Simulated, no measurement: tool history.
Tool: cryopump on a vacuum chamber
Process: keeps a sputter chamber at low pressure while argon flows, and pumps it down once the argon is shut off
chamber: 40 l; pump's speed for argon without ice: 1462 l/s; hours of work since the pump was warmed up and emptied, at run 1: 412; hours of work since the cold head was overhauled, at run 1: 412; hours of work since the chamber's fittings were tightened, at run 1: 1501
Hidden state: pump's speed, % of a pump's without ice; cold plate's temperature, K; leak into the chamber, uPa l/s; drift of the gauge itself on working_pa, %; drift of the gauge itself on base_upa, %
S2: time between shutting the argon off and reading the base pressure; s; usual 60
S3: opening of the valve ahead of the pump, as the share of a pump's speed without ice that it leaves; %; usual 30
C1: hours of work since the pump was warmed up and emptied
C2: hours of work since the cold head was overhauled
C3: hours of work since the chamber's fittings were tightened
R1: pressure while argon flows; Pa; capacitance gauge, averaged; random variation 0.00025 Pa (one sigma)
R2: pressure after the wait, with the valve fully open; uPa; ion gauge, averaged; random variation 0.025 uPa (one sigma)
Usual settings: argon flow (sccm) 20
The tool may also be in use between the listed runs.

run 1 hour=0.0 | argon_flow_(sccm)=20 S2=60 S3=30 | C1=412 C2=412 C3=1501 | R1=0.0793 R2=1.90
run 2 hour=44.2 | argon_flow_(sccm)=20 S2=60 S3=30 | C1=444 C2=444 C3=1533 | R1=0.0794 R2=1.87
run 3 hour=65.1 | argon_flow_(sccm)=20 S2=60 S3=30 | C1=460 C2=460 C3=1549 | R1=0.0796 R2=1.85
run 4 hour=102.3 | argon_flow_(sccm)=20 S2=60 S3=30 | C1=487 C2=487 C3=1576 | R1=0.0796 R2=1.90
run 5 hour=132.4 | argon_flow_(sccm)=35 S2=60 S3=30 | C1=509 C2=509 C3=1598 | R1=0.1397 R2=1.96
run 6 hour=169.6 | argon_flow_(sccm)=35 S2=60 S3=30 | C1=536 C2=536 C3=1625 | R1=0.1392 R2=1.93
run 7 hour=197.1 | argon_flow_(sccm)=35 S2=60 S3=30 | C1=556 C2=556 C3=1645 | R1=0.1396 R2=1.93
run 8 hour=216.5 | argon_flow_(sccm)=35 S2=60 S3=30 | C1=570 C2=570 C3=1659 | R1=0.1400 R2=1.93
run 9 hour=240.0 | argon_flow_(sccm)=35 S2=60 S3=30 | C1=587 C2=587 C3=1676 | R1=0.1399 R2=2.02
run 10 hour=284.1 | argon_flow_(sccm)=20 S2=60 S3=59 | C1=619 C2=619 C3=1708 | R1=0.0422 R2=2.04
run 11 hour=304.8 | argon_flow_(sccm)=20 S2=60 S3=59 | C1=634 C2=634 C3=1723 | R1=0.0425 R2=2.03
run 12 hour=325.2 | argon_flow_(sccm)=20 S2=60 S3=59 | C1=649 C2=649 C3=1738 | R1=0.0424 R2=2.01
run 13 hour=364.2 | argon_flow_(sccm)=20 S2=225 S3=59 | C1=678 C2=678 C3=1767 | R1=0.0425 R2=1.56
run 14 hour=390.4 | argon_flow_(sccm)=37 S2=60 S3=30 | C1=697 C2=697 C3=1786 | R1=0.1491 R2=2.08
run 15 hour=413.9 | argon_flow_(sccm)=20 S2=60 S3=18 | C1=714 C2=714 C3=1803 | R1=0.1327 R2=2.13
run 16 hour=443.8 | argon_flow_(sccm)=22 S2=60 S3=30 | C1=736 C2=736 C3=1825 | R1=0.0889 R2=2.14
run 17 hour=482.6 | argon_flow_(sccm)=22 S2=60 S3=30 | C1=764 C2=764 C3=1853 | R1=0.0891 R2=2.13
run 18 hour=503.2 | argon_flow_(sccm)=22 S2=60 S3=30 | C1=779 C2=779 C3=1868 | R1=0.0893 R2=2.25
-- hour=530.0 pump warmed up, emptied and cooled again
run 19 hour=541.7 | argon_flow_(sccm)=22 S2=60 S3=30 | C1=8 C2=803 C3=1892 | R1=0.0849 R2=2.03
run 20 hour=571.1 | argon_flow_(sccm)=22 S2=60 S3=30 | C1=30 C2=825 C3=1914 | R1=0.0851 R2=2.02
run 21 hour=617.0 | argon_flow_(sccm)=20 S2=24 S3=35 | C1=63 C2=858 C3=1947 | R1=0.0661 R2=3.06
run 22 hour=648.8 | argon_flow_(sccm)=20 S2=24 S3=35 | C1=87 C2=882 C3=1970 | R1=0.0663 R2=3.18
run 23 hour=680.5 | argon_flow_(sccm)=20 S2=24 S3=35 | C1=110 C2=905 C3=1994 | R1=0.0668 R2=3.19
run 24 hour=722.5 | argon_flow_(sccm)=34 S2=77 S3=30 | C1=140 C2=935 C3=2024 | R1=0.1321 R2=1.96
run 25 hour=741.2 | argon_flow_(sccm)=20 S2=155 S3=18 | C1=154 C2=949 C3=2038 | R1=0.1288 R2=1.64
run 26 hour=768.1 | argon_flow_(sccm)=9 S2=65 S3=33 | C1=174 C2=969 C3=2057 | R1=0.0320 R2=2.12
run 27 hour=789.2 | argon_flow_(sccm)=9 S2=65 S3=33 | C1=189 C2=984 C3=2073 | R1=0.0320 R2=2.17
run 28 hour=818.4 | argon_flow_(sccm)=36 S2=20 S3=43 | C1=210 C2=1005 C3=2094 | R1=0.0992 R2=3.58
run 29 hour=864.9 | argon_flow_(sccm)=36 S2=20 S3=43 | C1=244 C2=1039 C3=2128 | R1=0.0991 R2=3.69
-- hour=875.1 leaking fittings of the chamber tightened, without venting
run 30 hour=894.8 | argon_flow_(sccm)=35 S2=20 S3=27 | C1=264 C2=1059 C3=14 | R1=0.1525 R2=2.52
run 31 hour=930.3 | argon_flow_(sccm)=32 S2=60 S3=30 | C1=290 C2=1085 C3=40 | R1=0.1255 R2=1.04
run 32 hour=974.4 | argon_flow_(sccm)=34 S2=32 S3=18 | C1=323 C2=1117 C3=72 | R1=0.2216 R2=1.65

Hidden state at the last listed run before each entry between runs and at the first one after, where it differs:
Between runs 18 and 19: pump warmed up, emptied and cooled again (hour 530.0)
  pump's speed, % of a pump's without ice: 86.2 -> 99.8; leak into the chamber, uPa l/s: 1783 -> 1802
  measured less the result without the state, R1: +0.0043 -> +0.0003 Pa; R2: +1.24 -> +1.05 uPa
Between runs 29 and 30: leaking fittings of the chamber tightened, without venting (hour 875.1)
  pump's speed, % of a pump's without ice: 95.8 -> 95.4; cold plate's temperature, K: 12.52 -> 12.53; leak into the chamber, uPa l/s: 1989 -> 320
  measured less the result without the state, R1: +0.0023 -> +0.0024 Pa; R2: +1.23 -> +0.03 uPa
